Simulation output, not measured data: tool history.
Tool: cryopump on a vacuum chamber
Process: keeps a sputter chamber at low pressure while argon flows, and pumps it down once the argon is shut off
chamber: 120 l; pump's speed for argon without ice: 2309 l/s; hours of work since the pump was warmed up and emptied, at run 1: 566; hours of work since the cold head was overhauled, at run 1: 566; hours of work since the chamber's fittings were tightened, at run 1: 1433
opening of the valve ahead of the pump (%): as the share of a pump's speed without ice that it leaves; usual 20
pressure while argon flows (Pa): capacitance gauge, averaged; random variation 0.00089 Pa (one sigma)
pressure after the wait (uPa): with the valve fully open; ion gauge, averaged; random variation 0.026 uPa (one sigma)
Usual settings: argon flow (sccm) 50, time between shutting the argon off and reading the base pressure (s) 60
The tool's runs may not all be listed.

run	hour	argon flow (sccm)	time between shutting the argon off and reading the base pressure (s)	opening of the valve ahead of the pump (%)	hours of work since the pump was warmed up and emptied	hours of work since the cold head was overhauled	hours of work since the chamber's fittings were tightened	pressure while argon flows (Pa)	pressure after the wait (uPa)
1	0.0	50	60	20	566	566	1433	0.1934	1.67
2	50.6	50	60	20	602	602	1469	0.1936	1.71
3	103.2	90	60	20	640	640	1507	0.3496	1.68
4	130.4	90	60	20	660	660	1526	0.3485	1.71
5	165.5	50	60	40	685	685	1551	0.1026	1.69
6	201.1	50	60	40	711	711	1577	0.1038	1.73
7	243.2	50	60	40	741	741	1607	0.1049	1.79
8	285.1	51	60	20	771	771	1638	0.2006	1.84
9	325.7	50	60	52	800	800	1667	0.0848	1.83
10	361.1	50	60	52	826	826	1692	0.0854	1.85
11	414.3	50	60	52	864	864	1730	0.0855	1.85
12	440.4	50	60	20	883	883	1749	0.1992	1.93
13	488.0	50	60	20	917	917	1783	0.2011	1.92
14	536.8	50	60	20	952	952	1818	0.2021	1.93
# hour 578.9: pump warmed up, emptied and cooled again
15	585.0	29	251	17	4	983	1850	0.1266	0.90
16	619.9	83	105	20	29	1008	1875	0.3053	1.21
17	648.7	50	49	16	50	1029	1895	0.2308	1.92
18	675.5	50	49	16	69	1048	1915	0.2298	1.90
19	717.8	50	49	16	100	1079	1945	0.2303	1.92
20	750.2	34	230	20	123	1102	1968	0.1265	0.99
21	781.7	34	230	20	146	1125	1991	0.1266	0.99

Forecast run 22:
# hour 796.3: leaking fittings of the chamber tightened, without venting
22	829.9	34	21	20	179	1158	24	?	?

Run 22 gave pressure while argon flows (Pa) 0.1256, pressure after the wait (uPa) 2.95.
Without the tool's hidden state the same run would have given pressure while argon flows (Pa) 0.1235, pressure after the wait (uPa) 2.90.
